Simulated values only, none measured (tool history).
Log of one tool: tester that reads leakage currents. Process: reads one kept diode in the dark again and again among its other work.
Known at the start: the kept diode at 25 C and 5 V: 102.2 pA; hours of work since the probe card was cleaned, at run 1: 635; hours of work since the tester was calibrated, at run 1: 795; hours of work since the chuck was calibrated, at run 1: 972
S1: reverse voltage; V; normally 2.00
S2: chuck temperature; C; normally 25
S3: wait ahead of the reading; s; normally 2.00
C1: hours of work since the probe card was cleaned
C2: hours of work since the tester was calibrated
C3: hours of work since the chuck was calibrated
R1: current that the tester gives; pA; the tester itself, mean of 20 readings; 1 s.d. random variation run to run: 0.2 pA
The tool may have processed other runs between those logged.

Run 1, hour 0.0: usual settings; C1 635; C2 795; C3 972. Result: R1 63.56 pA.
Run 2, hour 28.7: usual settings but S3 8.30 s; C1 651; C2 811; C3 988. Result: R1 63.44 pA.
Run 3, hour 62.7: usual settings; C1 670; C2 830; C3 1006. Result: R1 63.73 pA.
Run 4, hour 94.5: usual settings; C1 688; C2 847; C3 1024. Result: R1 63.85 pA.
Run 5, hour 112.9: usual settings; C1 698; C2 857; C3 1034. Result: R1 63.81 pA.
Run 6, hour 133.9: usual settings but S2 28 C; C1 709; C2 869; C3 1046. Result: R1 82.67 pA.
Run 7, hour 163.9: usual settings but S2 28 C; C1 726; C2 885; C3 1062. Result: R1 82.83 pA.
Run 8, hour 186.9: usual settings but S2 28 C; C1 739; C2 898; C3 1075. Result: R1 82.26 pA.
Run 9, hour 212.3: usual settings but S2 28 C; C1 753; C2 912; C3 1089. Result: R1 82.31 pA.
Run 10, hour 245.7: usual settings; C1 771; C2 931; C3 1108. Result: R1 63.64 pA.
Run 11, hour 266.0: usual settings; C1 782; C2 942; C3 1119. Result: R1 63.65 pA.
Run 12, hour 291.4: usual settings; C1 796; C2 956; C3 1133. Result: R1 63.54 pA.
Run 13, hour 309.9: usual settings but S2 23 C; C1 807; C2 966; C3 1143. Result: R1 53.62 pA.
Run 14, hour 343.2: usual settings but S2 23 C; C1 825; C2 985; C3 1162. Result: R1 53.80 pA.
Run 15, hour 369.7: usual settings but S1 2.38 V; C1 840; C2 999; C3 1176. Result: R1 69.83 pA.
Run 16, hour 401.7: usual settings but S1 2.38 V; C1 857; C2 1017; C3 1194. Result: R1 70.01 pA.
Run 17, hour 436.0: usual settings but S1 2.38 V; C1 876; C2 1036; C3 1213. Result: R1 70.09 pA.
Run 18, hour 470.6: usual settings but S1 5.50 V, S2 42 C, S3 1.30 s; C1 895; C2 1055; C3 1232. Result: R1 444.39 pA.
Run 19, hour 499.6: usual settings but S1 5.50 V, S2 42 C, S3 1.30 s; C1 912; C2 1071; C3 1248. Result: R1 444.28 pA.
Run 20, hour 517.7: usual settings but S1 1.22 V, S2 29 C, S3 0.76 s; C1 922; C2 1081; C3 1258. Result: R1 70.28 pA.
Run 21, hour 533.4: usual settings but S1 1.22 V, S2 29 C, S3 0.76 s; C1 930; C2 1090; C3 1267. Result: R1 69.31 pA.
Run 22, hour 564.5: usual settings but S1 1.22 V, S2 29 C, S3 0.76 s; C1 947; C2 1107; C3 1284. Result: R1 69.87 pA.
Run 23, hour 590.8: usual settings but S1 1.22 V, S2 29 C, S3 0.76 s; C1 962; C2 1121; C3 1298. Result: R1 70.05 pA.
Run 24, hour 617.6: usual settings but S1 2.45 V, S3 0.36 s; C1 977; C2 1136; C3 1313. Result: R1 72.58 pA.
Run 25, hour 651.4: usual settings but S1 2.45 V, S3 0.36 s; C1 995; C2 1155; C3 1332. Result: R1 72.57 pA.
Run 26, hour 685.9: usual settings but S3 6.34 s; C1 1015; C2 1174; C3 1351. Result: R1 63.16 pA.
Run 27, hour 702.4: usual settings but S2 36 C, S3 6.34 s; C1 1024; C2 1183; C3 1360. Result: R1 161.66 pA.
Run 28, hour 725.2: usual settings but S1 1.66 V, S2 38 C, S3 2.36 s; C1 1036; C2 1196; C3 1373. Result: R1 172.79 pA.
Run 29, hour 758.1: usual settings but S1 2.97 V, S2 20 C, S3 0.57 s; C1 1054; C2 1214; C3 1391. Result: R1 51.19 pA.
Run 30, hour 782.8: usual settings but S1 15.13 V, S2 44 C, S3 0.57 s; C1 1068; C2 1228; C3 1405. Result: R1 884.50 pA.
Run 31, hour 802.5: usual settings but S1 15.13 V, S2 44 C, S3 0.57 s; C1 1079; C2 1239; C3 1415. Result: R1 895.29 pA.

Had the tool no unlogged condition, and each run kept its random variation, what would the results have been?
Unlogged tool condition in this case: stray current of the dirty probe card, pA a volt; current scale over the true one, %; true chuck temperature over the reading, C; drift of the gauge itself on leakage_pa, %.
run      R1
  1   63.52
  2   63.41
  3   63.69
  4   63.81
  5   63.77
  6   82.62
  7   82.78
  8   82.21
  9   82.26
 10   63.60
 11   63.61
 12   63.50
 13   53.58
 14   53.76
 15   69.79
 16   69.97
 17   70.04
 18  444.13
 19  444.02
 20   70.24
 21   69.26
 22   69.83
 23   70.00
 24   72.53
 25   72.52
 26   63.11
 27  161.56
 28  172.68
 29   51.15
 30  883.92
 31  894.70
